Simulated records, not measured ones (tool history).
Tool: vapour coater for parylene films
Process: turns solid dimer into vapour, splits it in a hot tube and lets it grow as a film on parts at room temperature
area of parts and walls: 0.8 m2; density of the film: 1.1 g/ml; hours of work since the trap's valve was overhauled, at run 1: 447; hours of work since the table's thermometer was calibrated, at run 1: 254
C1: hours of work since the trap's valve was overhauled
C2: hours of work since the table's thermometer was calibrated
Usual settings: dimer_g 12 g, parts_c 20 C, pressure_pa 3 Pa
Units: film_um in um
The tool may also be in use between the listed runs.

Run 1, hour 0: usual settings; C1 447; C2 254. Result: film_um 8.61 um.
Run 2, hour 10.9: usual settings but parts_c 32 C; C1 454; C2 261. Result: film_um 5.64 um.
Run 3, hour 33: usual settings but parts_c 32 C; C1 469; C2 276. Result: film_um 5.68 um.
Run 4, hour 50.6: usual settings but parts_c 32 C; C1 481; C2 288. Result: film_um 5.64 um.
Run 5, hour 67.9: usual settings but parts_c 32 C; C1 492; C2 300. Result: film_um 5.67 um.
Run 6, hour 84.3: usual settings but parts_c 32 C; C1 503; C2 311. Result: film_um 5.58 um.
Run 7, hour 96.9: usual settings but parts_c 32 C, pressure_pa 2.99 Pa; C1 512; C2 319. Result: film_um 5.62 um.
Run 8, hour 111.5: usual settings but dimer_g 9 g, parts_c 32 C, pressure_pa 2.99 Pa; C1 521; C2 329. Result: film_um 4.21 um.
Run 9, hour 123.8: usual settings but dimer_g 9 g, parts_c 32 C, pressure_pa 2.99 Pa; C1 530; C2 337. Result: film_um 4.15 um.
At hour 136.3: trap's valve overhauled.
Run 10, hour 143.5: usual settings but dimer_g 9 g, parts_c 32 C, pressure_pa 2.99 Pa; C1 5; C2 347. Result: film_um 4.87 um.
Run 11, hour 160.6: usual settings but dimer_g 9 g, parts_c 13 C, pressure_pa 2.99 Pa; C1 16; C2 359. Result: film_um 8.86 um.
Run 12, hour 176.1: usual settings but dimer_g 9 g, parts_c 13 C, pressure_pa 2.99 Pa; C1 27; C2 369. Result: film_um 8.88 um.
Run 13, hour 187.4: usual settings but dimer_g 9 g, parts_c 13 C, pressure_pa 5.76 Pa; C1 34; C2 377. Result: film_um 7.66 um.
Run 14, hour 209.2: usual settings but dimer_g 15 g; C1 49; C2 391. Result: film_um 11.72 um.
Run 15, hour 225.4: usual settings but dimer_g 15 g; C1 60; C2 402. Result: film_um 11.7 um.
Run 16, hour 241.7: usual settings but dimer_g 15 g; C1 70; C2 413. Result: film_um 11.76 um.
Run 17, hour 252.2: usual settings but pressure_pa 2.75 Pa; C1 77; C2 420. Result: film_um 9.4 um.
Run 18, hour 271.2: usual settings but pressure_pa 2.75 Pa; C1 90; C2 433. Result: film_um 9.36 um.
Run 19, hour 286.6: usual settings but pressure_pa 2.75 Pa; C1 100; C2 443. Result: film_um 9.33 um.
Run 20, hour 307.4: usual settings but dimer_g 14 g, parts_c 14 C, pressure_pa 4.68 Pa; C1 114; C2 457. Result: film_um 11.73 um.
Run 21, hour 329.8: usual settings but parts_c 17 C, pressure_pa 4.48 Pa; C1 129; C2 472. Result: film_um 9.37 um.
Run 22, hour 347.9: usual settings but pressure_pa 11.28 Pa; C1 141; C2 484. Result: film_um 6.88 um.
Run 23, hour 357.9: usual settings but dimer_g 17 g, parts_c 16 C; C1 148; C2 491. Result: film_um 14.81 um.
Run 24, hour 378.3: usual settings but pressure_pa 9.64 Pa; C1 162; C2 504. Result: film_um 6.95 um.
Run 25, hour 389.8: usual settings but dimer_g 16 g, parts_c 16 C, pressure_pa 2.02 Pa; C1 169; C2 512. Result: film_um 14.87 um.
Run 26, hour 408.5: usual settings but dimer_g 16 g, parts_c 16 C, pressure_pa 2.02 Pa; C1 182; C2 525. Result: film_um 14.87 um.
Run 27, hour 426.3: usual settings but dimer_g 20 g, parts_c 23 C, pressure_pa 10.32 Pa; C1 194; C2 537. Result: film_um 10.34 um.

Forecast run 28:
Run 28, hour 438.3: usual settings but pressure_pa 2.69 Pa; C1 202; C2 545. Result: film_um ?.

Run 28 gave film_um 9.07 um.
Without the tool's hidden state the same run would have given film_um 9.69 um.
